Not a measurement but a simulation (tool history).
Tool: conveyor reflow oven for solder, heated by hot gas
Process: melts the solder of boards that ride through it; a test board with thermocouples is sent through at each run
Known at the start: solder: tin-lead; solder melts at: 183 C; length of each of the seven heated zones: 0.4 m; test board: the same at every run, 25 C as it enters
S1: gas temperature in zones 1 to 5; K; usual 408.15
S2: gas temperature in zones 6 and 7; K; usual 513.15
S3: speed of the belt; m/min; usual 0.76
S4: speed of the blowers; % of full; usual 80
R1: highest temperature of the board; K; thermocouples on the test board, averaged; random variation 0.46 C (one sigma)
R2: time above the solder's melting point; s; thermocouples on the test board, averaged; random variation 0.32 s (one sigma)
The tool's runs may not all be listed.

run 1 hour=0 | S1=408.15 S2=513.15 S3=0.76 S4=80 | R1=493.05 R2=47.2
run 2 hour=17.3 | S1=408.15 S2=513.15 S3=0.76 S4=80 | R1=492.25 R2=47.5
run 3 hour=30 | S1=408.15 S2=513.15 S3=0.76 S4=80 | R1=492.35 R2=47.7
run 4 hour=48.6 | S1=408.15 S2=513.15 S3=0.774 S4=80 | R1=491.55 R2=46.6
run 5 hour=71.3 | S1=408.15 S2=513.15 S3=0.774 S4=80 | R1=491.55 R2=46
run 6 hour=84 | S1=408.15 S2=518.15 S3=0.653 S4=80 | R1=500.75 R2=61.8
run 7 hour=109.3 | S1=408.15 S2=521.15 S3=0.76 S4=80 | R1=499.05 R2=52
-- hour=114.4 belt drive overhauled, speed set with a stopwatch
run 8 hour=136.2 | S1=403.15 S2=511.15 S3=0.694 S4=76 | R1=491.65 R2=51.1
run 9 hour=150.4 | S1=403.15 S2=511.15 S3=0.694 S4=76 | R1=492.05 R2=50.7
run 10 hour=162.5 | S1=403.15 S2=504.15 S3=0.694 S4=76 | R1=484.65 R2=46.3

Forecast each of these 4 alternatives for the next run:
run A hour=178.5 | S1=408.15 S2=513.15 S3=0.798 S4=80 | R1=? R2=?
run B hour=178.5 | S1=409.15 S2=504.15 S3=0.694 S4=76 | R1=? R2=?
run C hour=178.5 | S1=421.15 S2=517.15 S3=0.694 S4=84 | R1=? R2=?
run D hour=178.5 | S1=396.15 S2=513.15 S3=0.76 S4=80 | R1=? R2=?

run=A R1=490.85 R2=44
run=B R1=486.75 R2=48.6
run=C R1=500.85 R2=61.9
run=D R1=489.25 R2=42.9
Without the tool's hidden state the same runs would have given:
run=A R1=495.85 R2=47
run=B R1=490.95 R2=51.9
run=C R1=505.05 R2=63.5
run=D R1=494.45 R2=46.3

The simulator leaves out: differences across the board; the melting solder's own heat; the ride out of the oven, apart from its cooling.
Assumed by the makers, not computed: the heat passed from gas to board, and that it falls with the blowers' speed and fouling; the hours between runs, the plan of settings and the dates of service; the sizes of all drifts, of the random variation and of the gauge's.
